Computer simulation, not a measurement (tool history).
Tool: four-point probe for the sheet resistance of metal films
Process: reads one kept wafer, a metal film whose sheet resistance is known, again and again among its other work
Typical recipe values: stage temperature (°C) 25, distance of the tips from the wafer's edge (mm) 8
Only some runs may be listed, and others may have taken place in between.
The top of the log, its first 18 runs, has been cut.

run   hour  stage temperature (°C)  distance of the tips from the wafer's edge (mm)  touches since the probe head was changed  hours of work since the stage's thermometer was calibrated  sheet resistance as the instrument gives it (ohm/square)
 19  266.8                      20                                                8                                     42484                                                         770                                                  0.318289
 20  284.3                      20                                                8                                     43246                                                         783                                                  0.318303
 21  301.3                      20                                                8                                     43985                                                         795                                                  0.318298
 22    321                      20                                                8                                     44845                                                         808                                                  0.318209
 23  335.4                      26                                               14                                     45473                                                         819                                                  0.318037
 24    350                      20                                                8                                     46111                                                         829                                                    0.3182
 25  359.5                      29                                               25                                     46524                                                         836                                                  0.318163
 26  381.5                      23                                               25                                     47486                                                         851                                                  0.315738
 27  395.7                      24                                                8                                     48105                                                         861                                                   0.31995
 28  413.2                      24                                                8                                     48868                                                         873                                                  0.320042
 29  432.8                      18                                                8                                     49721                                                         887                                                  0.317443
 30  443.8                      19                                                4                                     50203                                                         895                                                  0.329686
 31  465.9                      31                                               21                                     51166                                                         911                                                  0.319295
 32    480                      26                                               23                                     51779                                                         921                                                   0.31715
 33  496.4                      26                                               23                                     52494                                                         932                                                  0.317196
 34  512.8                      19                                                5                                     53212                                                         944                                                  0.324244
 35  528.5                      19                                                5                                     53896                                                         955                                                  0.324275
 36  542.5                      24                                                8                                     54507                                                         965                                                  0.320076
 37  564.2                      21                                                4                                     55452                                                         980                                                  0.330732
 38  573.2                      18                                                8                                     55848                                                         986                                                   0.31753
 39  585.8                      18                                                8                                     56396                                                         995                                                  0.317521
 40  602.9                      27                                                3                                     57140                                                        1007                                                   0.34473
 41  613.7                      29                                                9                                     57614                                                        1015                                                  0.321216
 42  630.2                      25                                               25                                     58331                                                        1026                                                  0.316753
 43  639.5                      27                                                4                                     58739                                                        1033                                                  0.333304

For run 44, what comes out?
 44  654.3                      19                                                5                                     59385                                                        1043                                                         ?

Logged for run 44: sheet resistance as the instrument gives it (ohm/square) 0.324293.
Minus the tool's unlogged condition, the same run would have read sheet resistance as the instrument gives it (ohm/square) 0.325373.
